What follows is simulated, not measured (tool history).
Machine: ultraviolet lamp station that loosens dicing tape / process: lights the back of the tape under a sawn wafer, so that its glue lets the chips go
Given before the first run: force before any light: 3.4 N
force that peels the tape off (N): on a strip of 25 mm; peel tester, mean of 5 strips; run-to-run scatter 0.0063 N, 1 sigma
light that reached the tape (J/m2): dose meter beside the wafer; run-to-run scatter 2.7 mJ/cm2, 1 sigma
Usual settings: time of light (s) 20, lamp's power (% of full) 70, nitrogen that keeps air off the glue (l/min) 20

run	hour	time of light (s)	lamp's power (% of full)	nitrogen that keeps air off the glue (l/min)	force that peels the tape off (N)	light that reached the tape (J/m2)
1	0	20	70	20	0.238	3150
2	9.1	20	70	20	0.245	3070
3	22.7	20	70	20	0.244	3130
4	36.1	20	70	20	0.251	3080
5	41.9	20	70	20	0.248	3130
6	55.5	10	70	20	0.861	1510
7	62.1	10	70	20	0.832	1520
# hour 63.2: window cleaned of glue's vapour
8	69	21	93	17	0.157	4110
9	76	19	93	12	0.231	3650
10	84.8	14	79	13	0.538	2280
# hour 87.5: window cleaned of glue's vapour, once more
11	91.2	14	79	13	0.436	2590
12	97.7	14	79	13	0.443	2570
13	109.3	14	79	13	0.433	2580
14	117.4	27	68	32	0.108	4290

Alternative continuations, all from the tool just after run 14; predict every row:
A	124.2	25	65	32	?	?
B	124.2	21	60	8	?	?
C	124.2	20	88	20	?	?
D	124.2	18	70	20	?	?
E	124.2	27	68	22	?	?

run	force that peels the tape off (N)	light that reached the tape (J/m2)
A	0.145	3710
B	0.431	2880
C	0.158	4040
D	0.288	2950
E	0.12	4230
Take away the tool's hidden state, keep each run's random variation, and the runs would have read:
run	force that peels the tape off (N)	light that reached the tape (J/m2)
A	0.124	4060
B	0.364	3150
C	0.136	4410
D	0.241	3220
E	0.103	4620

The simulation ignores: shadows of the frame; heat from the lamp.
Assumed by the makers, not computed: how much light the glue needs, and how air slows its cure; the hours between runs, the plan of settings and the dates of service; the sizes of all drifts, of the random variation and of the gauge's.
